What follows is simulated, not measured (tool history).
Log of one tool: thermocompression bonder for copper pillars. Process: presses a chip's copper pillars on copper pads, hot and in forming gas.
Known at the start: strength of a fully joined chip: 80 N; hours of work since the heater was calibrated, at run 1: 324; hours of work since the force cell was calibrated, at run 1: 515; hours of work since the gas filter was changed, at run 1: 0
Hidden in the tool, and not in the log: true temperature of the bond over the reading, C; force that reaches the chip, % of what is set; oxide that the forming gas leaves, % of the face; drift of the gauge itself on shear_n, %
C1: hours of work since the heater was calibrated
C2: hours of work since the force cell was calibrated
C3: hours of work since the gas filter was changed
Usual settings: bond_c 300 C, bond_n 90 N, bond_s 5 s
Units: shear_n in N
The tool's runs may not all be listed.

Run 1, day 0.000: usual settings; C1 324; C2 515; C3 0. Result: shear_n 51.8 N.
Run 2, day 0.792: usual settings but bond_c 312 C; C1 336; C2 527; C3 12. Result: shear_n 54.7 N.
Run 3, day 1.846: usual settings; C1 353; C2 544; C3 29. Result: shear_n 51.7 N.
Run 4, day 3.062: usual settings; C1 371; C2 563; C3 47. Result: shear_n 51.4 N.
Run 5, day 3.700: usual settings; C1 381; C2 572; C3 57. Result: shear_n 51.6 N.
Run 6, day 4.800: usual settings but bond_s 6 s; C1 398; C2 589; C3 74. Result: shear_n 54.0 N.
Run 7, day 6.242: usual settings but bond_s 6 s; C1 421; C2 612; C3 97. Result: shear_n 54.3 N.
Run 8, day 7.417: usual settings but bond_n 68 N, bond_s 6 s; C1 439; C2 630; C3 115. Result: shear_n 47.5 N.
Run 9, day 8.262: usual settings but bond_n 68 N, bond_s 6 s; C1 452; C2 643; C3 128. Result: shear_n 48.2 N.
Run 10, day 9.733: usual settings but bond_n 68 N, bond_s 6 s; C1 475; C2 666; C3 151. Result: shear_n 47.5 N.
Run 11, day 10.938: usual settings but bond_n 68 N, bond_s 6 s; C1 493; C2 684; C3 169. Result: shear_n 48.6 N.
Run 12, day 12.254: usual settings but bond_n 68 N, bond_s 6 s; C1 514; C2 705; C3 190. Result: shear_n 47.6 N.
Run 13, day 13.729: usual settings but bond_c 292 C; C1 536; C2 728; C3 213. Result: shear_n 47.5 N.
Run 14, day 15.017: usual settings but bond_c 292 C; C1 556; C2 748; C3 232. Result: shear_n 46.1 N.
Run 15, day 16.317: usual settings; C1 577; C2 768; C3 253. Result: shear_n 48.0 N.
Run 16, day 17.292: usual settings; C1 592; C2 783; C3 268. Result: shear_n 48.4 N.
Run 17, day 18.425: usual settings; C1 609; C2 800; C3 285. Result: shear_n 48.9 N.
Run 18, day 19.775: usual settings; C1 630; C2 821; C3 306. Result: shear_n 48.4 N.
Run 19, day 20.992: usual settings but bond_c 291 C, bond_n 55 N, bond_s 3 s; C1 649; C2 840; C3 325. Result: shear_n 30.4 N.
Run 20, day 21.875: usual settings but bond_c 319 C, bond_n 60 N, bond_s 6 s; C1 663; C2 854; C3 339. Result: shear_n 47.6 N.
Run 21, day 22.946: usual settings but bond_c 310 C, bond_s 8 s; C1 679; C2 870; C3 355. Result: shear_n 56.6 N.
At day 23.342: forming gas filter changed.
Run 22, day 24.017: usual settings but bond_c 310 C, bond_s 8 s; C1 695; C2 887; C3 10. Result: shear_n 61.7 N.
Run 23, day 25.458: usual settings but bond_c 285 C, bond_s 8 s; C1 718; C2 909; C3 33. Result: shear_n 54.0 N.
Run 24, day 26.596: usual settings but bond_c 309 C, bond_n 87 N; C1 735; C2 927; C3 50. Result: shear_n 55.1 N.
At day 26.842: force cell calibrated.
Run 25, day 27.646: usual settings but bond_c 309 C, bond_n 87 N; C1 751; C2 12; C3 66. Result: shear_n 55.0 N.
Run 26, day 29.033: usual settings but bond_c 309 C, bond_n 106 N, bond_s 4 s; C1 772; C2 34; C3 87. Result: shear_n 55.8 N.
Run 27, day 30.412: usual settings but bond_c 276 C, bond_n 89 N, bond_s 3 s; C1 793; C2 55; C3 108. Result: shear_n 36.8 N.
Run 28, day 31.129: usual settings but bond_c 276 C, bond_n 89 N, bond_s 3 s; C1 805; C2 66; C3 120. Result: shear_n 36.2 N.
Run 29, day 31.750: usual settings but bond_c 323 C, bond_s 3 s; C1 814; C2 76; C3 129. Result: shear_n 51.3 N.
Run 30, day 32.746: usual settings but bond_n 68 N, bond_s 3 s; C1 830; C2 91; C3 145. Result: shear_n 40.7 N.
Run 31, day 33.433: usual settings but bond_n 68 N, bond_s 8 s; C1 840; C2 102; C3 155. Result: shear_n 53.7 N.
Run 32, day 34.438: usual settings but bond_n 120 N; C1 856; C2 118; C3 171. Result: shear_n 54.4 N.

The same runs without the tool's hidden state, with the same run-to-run variation:
run  shear_n
  1     51.5
  2     54.7
  3     51.8
  4     51.7
  5     52.0
  6     54.8
  7     55.4
  8     48.7
  9     49.5
 10     49.2
 11     50.5
 12     49.8
 13     49.9
 14     48.7
 15     51.1
 16     51.7
 17     52.4
 18     52.3
 19     32.7
 20     52.0
 21     62.1
 22     61.2
 23     53.6
 24     55.1
 25     54.1
 26     55.3
 27     35.9
 28     35.4
 29     51.4
 30     40.4
 31     54.0
 32     55.2

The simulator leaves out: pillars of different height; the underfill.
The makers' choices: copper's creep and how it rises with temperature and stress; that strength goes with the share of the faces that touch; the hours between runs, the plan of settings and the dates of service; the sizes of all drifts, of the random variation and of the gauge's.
